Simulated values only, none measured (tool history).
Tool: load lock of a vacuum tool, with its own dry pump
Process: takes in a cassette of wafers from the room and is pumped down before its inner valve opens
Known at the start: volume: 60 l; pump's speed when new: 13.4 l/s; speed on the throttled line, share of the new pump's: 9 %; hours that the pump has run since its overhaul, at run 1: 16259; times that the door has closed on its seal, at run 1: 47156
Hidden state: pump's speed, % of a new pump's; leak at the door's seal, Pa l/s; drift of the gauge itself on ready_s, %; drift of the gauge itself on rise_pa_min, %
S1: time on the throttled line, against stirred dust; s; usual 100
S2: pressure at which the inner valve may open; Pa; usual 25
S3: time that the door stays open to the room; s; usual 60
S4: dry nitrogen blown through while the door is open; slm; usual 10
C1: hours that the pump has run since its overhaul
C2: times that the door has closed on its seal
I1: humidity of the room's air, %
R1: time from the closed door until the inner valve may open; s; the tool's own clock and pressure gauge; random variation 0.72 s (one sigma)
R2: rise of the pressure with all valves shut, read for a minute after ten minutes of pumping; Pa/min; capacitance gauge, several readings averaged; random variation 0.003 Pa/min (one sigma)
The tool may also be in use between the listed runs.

Run 1, hour 0.0: usual settings; C1 16259; C2 47156; I1 45.3. Result: R1 134.3 s, R2 0.232 Pa/min.
Run 2, hour 246.3: usual settings; C1 16505; C2 48341; I1 48.3. Result: R1 134.8 s, R2 0.239 Pa/min.
Run 3, hour 674.3: usual settings; C1 16933; C2 50402; I1 44.1. Result: R1 135.4 s, R2 0.254 Pa/min.
Run 4, hour 943.1: usual settings; C1 17202; C2 51696; I1 44.3. Result: R1 135.7 s, R2 0.263 Pa/min.
Run 5, hour 1369.7: usual settings but S3 61 s; C1 17628; C2 53749; I1 47.0. Result: R1 134.2 s, R2 0.268 Pa/min.
Run 6, hour 1832.3: usual settings but S3 43 s; C1 18091; C2 55976; I1 46.6. Result: R1 135.9 s, R2 0.284 Pa/min.
Run 7, hour 2314.9: usual settings; C1 18574; C2 58299; I1 45.0. Result: R1 137.1 s, R2 0.303 Pa/min.
Run 8, hour 2681.9: usual settings; C1 18941; C2 60066; I1 45.4. Result: R1 137.1 s, R2 0.314 Pa/min.
Run 9, hour 2984.0: usual settings but S3 192 s; C1 19243; C2 61520; I1 45.5. Result: R1 137.4 s, R2 0.359 Pa/min.
Run 10, hour 3279.8: usual settings; C1 19538; C2 62944; I1 46.6. Result: R1 137.0 s, R2 0.339 Pa/min.
Run 11, hour 3613.4: usual settings; C1 19872; C2 64550; I1 45.9. Result: R1 137.1 s, R2 0.354 Pa/min.
Run 12, hour 3863.0: usual settings; C1 20122; C2 65752; I1 45.4. Result: R1 138.3 s, R2 0.367 Pa/min.
Run 13, hour 4368.1: usual settings; C1 20627; C2 68183; I1 44.0. Result: R1 137.5 s, R2 0.394 Pa/min.
Run 14, hour 4622.9: usual settings; C1 20882; C2 69410; I1 43.1. Result: R1 138.6 s, R2 0.407 Pa/min.
At hour 4827.8: dry pump taken out, an overhauled one fitted.
Run 15, hour 4872.8: usual settings; C1 45; C2 70584; I1 43.3. Result: R1 129.0 s, R2 0.404 Pa/min.
Run 16, hour 5103.9: usual settings but S3 230 s; C1 276; C2 71696; I1 46.0. Result: R1 127.2 s, R2 0.453 Pa/min.
At hour 5564.6: door's seal changed, seat wiped.
Run 17, hour 5594.4: usual settings but S3 230 s, S4 33 slm; C1 765; C2 143; I1 43.4. Result: R1 129.3 s, R2 0.037 Pa/min.
Run 18, hour 5840.3: usual settings; C1 1011; C2 1327; I1 43.3. Result: R1 129.2 s, R2 0.040 Pa/min.
Run 19, hour 6110.5: usual settings; C1 1281; C2 2628; I1 42.6. Result: R1 128.6 s, R2 0.039 Pa/min.
Run 20, hour 6615.1: usual settings but S1 172 s; C1 1786; C2 5057; I1 45.2. Result: R1 195.7 s, R2 0.046 Pa/min.
Run 21, hour 7039.1: usual settings but S3 27 s; C1 2210; C2 7098; I1 44.4. Result: R1 129.0 s, R2 0.042 Pa/min.
Run 22, hour 7435.4: usual settings but S3 27 s, S4 18 slm; C1 2606; C2 9005; I1 43.4. Result: R1 130.0 s, R2 0.030 Pa/min.
Run 23, hour 7767.2: usual settings but S3 202 s; C1 2938; C2 10603; I1 45.3. Result: R1 130.0 s, R2 0.086 Pa/min.
Run 24, hour 8185.6: usual settings but S1 177 s, S3 77 s; C1 3356; C2 12617; I1 46.0. Result: R1 198.2 s, R2 0.066 Pa/min.
Run 25, hour 8483.8: usual settings but S1 177 s, S3 130 s; C1 3655; C2 14053; I1 44.6. Result: R1 201.1 s, R2 0.080 Pa/min.
Run 26, hour 8779.7: usual settings but S1 177 s, S3 130 s; C1 3950; C2 15477; I1 47.1. Result: R1 200.7 s, R2 0.088 Pa/min.
Run 27, hour 9265.4: usual settings but S1 66 s, S2 42 Pa, S3 39 s; C1 4436; C2 17815; I1 45.0. Result: R1 96.5 s, R2 0.069 Pa/min.
Run 28, hour 9732.1: usual settings but S1 66 s, S2 34 Pa, S3 39 s; C1 4903; C2 20062; I1 42.7. Result: R1 99.6 s, R2 0.075 Pa/min.
Run 29, hour 10218.7: usual settings but S1 186 s, S2 22 Pa, S3 188 s, S4 9 slm; C1 5389; C2 22404; I1 44.3. Result: R1 210.1 s, R2 0.119 Pa/min.
Run 30, hour 10602.7: usual settings but S1 131 s, S2 28 Pa, S3 228 s, S4 26 slm; C1 5773; C2 24252; I1 43.8. Result: R1 157.2 s, R2 0.109 Pa/min.
Run 31, hour 10890.4: usual settings but S1 72 s, S2 31 Pa, S3 47 s, S4 33 slm; C1 6061; C2 25638; I1 42.8. Result: R1 104.9 s, R2 0.088 Pa/min.
Run 32, hour 11291.7: usual settings but S1 72 s, S2 31 Pa, S3 47 s, S4 33 slm; C1 6462; C2 27569; I1 44.2. Result: R1 106.2 s, R2 0.100 Pa/min.
Run 33, hour 11706.9: usual settings but S1 86 s, S2 37 Pa, S3 78 s, S4 20 slm; C1 6878; C2 29568; I1 44.8. Result: R1 117.0 s, R2 0.119 Pa/min.
Run 34, hour 12194.7: usual settings but S1 106 s, S3 36 s; C1 7365; C2 31916; I1 46.5. Result: R1 137.3 s, R2 0.125 Pa/min.
Run 35, hour 12644.8: usual settings but S1 106 s, S3 36 s; C1 7815; C2 34083; I1 42.8. Result: R1 136.2 s, R2 0.142 Pa/min.
Run 36, hour 12903.6: usual settings but S1 106 s, S2 32 Pa, S3 36 s; C1 8074; C2 35329; I1 45.6. Result: R1 135.1 s, R2 0.149 Pa/min.

Hidden state or all else? Some run-to-run changes of R1, split into what the settings, what came in and random variation would give without the hidden state, and what is left for the hidden state (with any gauge scatter that isn't in both results):
Run 14 -> 15: dry pump taken out, an overhauled one fitted. R1 -9.6 s: hidden state -9.2, all else -0.4.
Run 23 -> 24: S1 100 -> 177, S3 202 -> 77. R1 +68.2 s: hidden state -0.4, all else +68.6.
Run 26 -> 27: S1 177 -> 66, S2 25 -> 42, S3 130 -> 39. R1 -104.2 s: hidden state +0.8, all else -105.0.
Run 28 -> 29: S1 66 -> 186, S2 34 -> 22, S3 39 -> 188, S4 10 -> 9. R1 +110.5 s: hidden state -0.6, all else +111.1.
Run 30 -> 31: S1 131 -> 72, S2 28 -> 31, S3 228 -> 47, S4 26 -> 33. R1 -52.3 s: hidden state +0.7, all else -53.0.
